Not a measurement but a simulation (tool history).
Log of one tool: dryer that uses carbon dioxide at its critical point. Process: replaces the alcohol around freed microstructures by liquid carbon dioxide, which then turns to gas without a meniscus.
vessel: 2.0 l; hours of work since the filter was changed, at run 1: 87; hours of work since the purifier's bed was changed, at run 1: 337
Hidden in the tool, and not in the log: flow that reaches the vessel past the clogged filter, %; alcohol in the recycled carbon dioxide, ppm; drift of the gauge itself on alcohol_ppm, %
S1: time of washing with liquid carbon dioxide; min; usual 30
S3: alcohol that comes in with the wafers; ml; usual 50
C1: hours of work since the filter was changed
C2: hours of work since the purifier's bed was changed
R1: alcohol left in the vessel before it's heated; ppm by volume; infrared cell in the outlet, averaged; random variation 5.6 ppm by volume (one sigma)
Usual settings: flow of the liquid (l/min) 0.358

{"run": 1, "hour": 0.0, "S1": 30, "flow of the liquid (l/min)": 0.358, "S3": 50, "C1": 87, "C2": 337, "R1": 214}
{"run": 2, "hour": 12.3, "S1": 29, "flow of the liquid (l/min)": 0.358, "S3": 50, "C1": 96, "C2": 346, "R1": 235}
{"run": 3, "hour": 26.2, "S1": 29, "flow of the liquid (l/min)": 0.358, "S3": 50, "C1": 106, "C2": 357, "R1": 248}
{"run": 4, "hour": 48.7, "S1": 42, "flow of the liquid (l/min)": 0.358, "S3": 50, "C1": 123, "C2": 373, "R1": 50}
{"run": 5, "hour": 72.2, "S1": 42, "flow of the liquid (l/min)": 0.358, "S3": 50, "C1": 141, "C2": 391, "R1": 44}
{"run": 6, "hour": 89.9, "S1": 42, "flow of the liquid (l/min)": 0.358, "S3": 50, "C1": 154, "C2": 404, "R1": 60}
{"run": 7, "hour": 108.2, "S1": 26, "flow of the liquid (l/min)": 0.358, "S3": 50, "C1": 168, "C2": 418, "R1": 407}
{"run": 8, "hour": 125.3, "S1": 20, "flow of the liquid (l/min)": 0.332, "S3": 95, "C1": 180, "C2": 430, "R1": 2366}
{"run": 9, "hour": 143.6, "S1": 19, "flow of the liquid (l/min)": 0.375, "S3": 75, "C1": 194, "C2": 444, "R1": 1587}
{"run": 10, "hour": 157.3, "S1": 19, "flow of the liquid (l/min)": 0.375, "S3": 75, "C1": 204, "C2": 454, "R1": 1571}
{"run": 11, "hour": 181.1, "S1": 21, "flow of the liquid (l/min)": 0.358, "S3": 50, "C1": 222, "C2": 472, "R1": 878}
{"run": 12, "hour": 207.4, "S1": 20, "flow of the liquid (l/min)": 0.358, "S3": 23, "C1": 241, "C2": 492, "R1": 508}
{"run": 13, "hour": 234.2, "S1": 20, "flow of the liquid (l/min)": 0.358, "S3": 23, "C1": 261, "C2": 512, "R1": 511}

5 ways to go on from here, each from the tool as it stands after run 13. What would each give?
{"run": "A", "hour": 253.3, "S1": 47, "flow of the liquid (l/min)": 0.31, "S3": 29, "C1": 276, "C2": 526, "R1": "?"}
{"run": "B", "hour": 253.3, "S1": 22, "flow of the liquid (l/min)": 0.358, "S3": 28, "C1": 276, "C2": 526, "R1": "?"}
{"run": "C", "hour": 253.3, "S1": 25, "flow of the liquid (l/min)": 0.281, "S3": 43, "C1": 276, "C2": 526, "R1": "?"}
{"run": "D", "hour": 253.3, "S1": 18, "flow of the liquid (l/min)": 0.358, "S3": 74, "C1": 276, "C2": 526, "R1": "?"}
{"run": "E", "hour": 253.3, "S1": 20, "flow of the liquid (l/min)": 0.358, "S3": 23, "C1": 276, "C2": 526, "R1": "?"}

run=A R1=60
run=B R1=470
run=C R1=951
run=D R1=2204
run=E R1=515
Without the tool's hidden state the same runs would have given:
run=A R1=20
run=B R1=372
run=C R1=794
run=D R1=1899
run=E R1=416
